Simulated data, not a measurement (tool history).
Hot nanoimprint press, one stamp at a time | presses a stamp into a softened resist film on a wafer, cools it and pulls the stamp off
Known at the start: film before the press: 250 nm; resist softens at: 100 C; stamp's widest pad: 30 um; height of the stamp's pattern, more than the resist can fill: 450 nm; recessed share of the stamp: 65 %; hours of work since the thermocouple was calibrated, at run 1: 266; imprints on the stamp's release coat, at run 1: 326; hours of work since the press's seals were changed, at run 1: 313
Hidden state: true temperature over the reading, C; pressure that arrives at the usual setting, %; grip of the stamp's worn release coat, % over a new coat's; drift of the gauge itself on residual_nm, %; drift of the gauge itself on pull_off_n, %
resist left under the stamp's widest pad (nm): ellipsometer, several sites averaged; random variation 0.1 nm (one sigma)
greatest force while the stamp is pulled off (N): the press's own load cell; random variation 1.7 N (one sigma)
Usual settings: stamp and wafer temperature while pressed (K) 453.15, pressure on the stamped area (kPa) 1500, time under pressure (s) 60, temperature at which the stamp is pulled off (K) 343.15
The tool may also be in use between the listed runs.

run	day	stamp and wafer temperature while pressed (K)	pressure on the stamped area (kPa)	time under pressure (s)	temperature at which the stamp is pulled off (K)	hours of work since the thermocouple was calibrated	imprints on the stamp's release coat	hours of work since the press's seals were changed	resist left under the stamp's widest pad (nm)	greatest force while the stamp is pulled off (N)
1	0.000	453.15	1500	60	343.15	266	326	313	98.4	141
2	0.479	453.15	1500	60	343.15	274	369	322	98.3	147
3	0.975	453.15	1500	60	343.15	283	415	330	98.4	147
4	1.358	453.15	1500	60	343.15	289	450	337	98.5	150
5	1.804	453.15	1500	60	343.15	297	490	345	98.7	151
6	2.358	453.15	1500	60	343.15	307	541	354	98.6	154
# day 3.125: plate thermocouple calibrated
7	3.171	453.15	1500	40	343.15	1	604	366	115.4	158
8	3.575	453.15	1500	60	343.15	8	641	373	99.8	161
9	4.162	453.15	1500	117	343.15	18	694	384	78.0	160
# day 4.500: stamp cleaned and given a new release coat
10	4.883	453.15	1500	117	343.15	26	35	392	78.0	132
11	5.196	453.15	1500	85	343.15	32	64	397	88.1	126
12	5.621	453.15	1500	85	343.15	39	103	405	88.4	131
# day 5.896: plate thermocouple calibrated, once more
13	6.071	453.15	1500	60	343.15	3	132	410	97.0	129
14	6.429	452.15	1450	60	343.15	9	165	416	102.1	132
15	6.917	460.15	1450	60	334.15	18	209	425	80.1	150
16	7.604	460.15	2380	39	334.15	30	272	437	72.0	155
17	7.938	453.15	2180	60	336.15	35	303	443	79.4	157
18	8.312	460.15	2180	113	348.15	42	337	449	49.8	133
19	8.883	460.15	2180	113	348.15	52	389	459	49.9	134
20	9.438	453.15	1280	39	351.15	62	440	469	122.8	129
21	10.033	453.15	1280	39	351.15	72	494	479	123.0	133
22	10.467	453.15	1280	39	351.15	80	534	487	123.3	134
23	10.779	453.15	920	70	341.15	85	562	492	119.0	159
24	11.271	446.15	960	34	343.15	94	607	501	173.9	158
25	11.617	446.15	960	34	343.15	100	639	507	174.0	157

4 ways to go on from here, each from the tool as it stands after run 25. What would each give?
A	12.212	453.15	960	34	332.15	110	693	517	?	?
B	12.212	448.15	960	60	346.15	110	693	517	?	?
C	12.212	464.15	1500	94	330.15	110	693	517	?	?
D	12.212	463.15	1500	94	343.15	110	693	517	?	?

run	resist left under the stamp's widest pad (nm)	greatest force while the stamp is pulled off (N)
A	147.1	191
B	141.6	153
C	59.5	197
D	61.0	164
Without the tool's hidden state the same runs would have given:
run	resist left under the stamp's widest pad (nm)	greatest force while the stamp is pulled off (N)
A	144.9	147
B	139.3	117
C	58.3	151
D	59.8	126
